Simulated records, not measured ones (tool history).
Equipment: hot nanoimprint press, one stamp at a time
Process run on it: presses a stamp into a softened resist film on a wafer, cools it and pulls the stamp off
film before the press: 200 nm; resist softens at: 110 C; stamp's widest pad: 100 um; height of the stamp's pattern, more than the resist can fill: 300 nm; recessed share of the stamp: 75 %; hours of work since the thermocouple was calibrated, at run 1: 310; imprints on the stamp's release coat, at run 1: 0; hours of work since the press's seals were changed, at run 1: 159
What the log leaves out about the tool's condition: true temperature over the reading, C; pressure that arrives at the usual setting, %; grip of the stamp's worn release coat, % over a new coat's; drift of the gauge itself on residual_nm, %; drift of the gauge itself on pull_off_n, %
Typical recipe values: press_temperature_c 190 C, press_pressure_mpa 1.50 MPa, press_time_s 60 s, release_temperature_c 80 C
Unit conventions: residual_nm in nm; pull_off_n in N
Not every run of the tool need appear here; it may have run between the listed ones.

run   hour  press_temperature_c  press_pressure_mpa  press_time_s  release_temperature_c  hours of work since the thermocouple was calibrated  imprints on the stamp's release coat  hours of work since the press's seals were changed  residual_nm  pull_off_n
  1    0.0                  190                1.50            60                     80                                                  310                                     0                                                 159         68.4         107
      43.7  -- plate thermocouple calibrated
  2   69.1                  190                1.50            60                     80                                                   18                                   306                                                 205         68.1         111
  3  129.5                  190                1.50            60                     80                                                   60                                   585                                                 247         67.1         119
  4  181.8                  190                1.50            46                     80                                                   96                                   826                                                 283         74.2         120
  5  227.6                  190                1.50            46                     80                                                  128                                  1038                                                 315         74.9         127
  6  283.5                  190                1.29            46                     80                                                  167                                  1296                                                 354         80.3         126
     296.6  -- plate thermocouple calibrated, once more
  7  335.1                  190                1.29            46                     80                                                   27                                  1520                                                 387         84.4         139
     348.5  -- stamp cleaned and given a new release coat
  8  411.0                  190                1.29            46                     80                                                   75                                   288                                                 436         84.4         116
  9  453.2                  190                1.50            60                     70                                                  105                                   483                                                 465         70.9         152
 10  498.2                  190                1.50            60                     70                                                  136                                   691                                                 497         70.6         154
 11  573.9                  190                1.50            60                     70                                                  189                                  1041                                                 549         70.5         165
 12  612.4                  190                1.50            60                     80                                                  215                                  1219                                                 576         70.6         129
     688.2  -- stamp cleaned and given a new release coat
 13  696.6                  190                1.50            60                     80                                                  270                                    39                                                 630         70.3         106
 14  736.1                  190                1.50            60                     80                                                  297                                   222                                                 658         69.8         111
 15  769.5                  190                1.50            60                     80                                                  320                                   376                                                 681         70.0         119

Run 16, settings as shown, results not yet in. Your forecast:
     792.2  -- plate thermocouple calibrated
 16  808.0                  192                1.15            60                     80                                                   11                                   540                                                 706            ?           ?

For run 16 the tool returned residual_nm 76.3 nm, pull_off_n 119 N.
Had the tool carried no hidden state, the very same run would have given residual_nm 74.4 nm, pull_off_n 108 N.
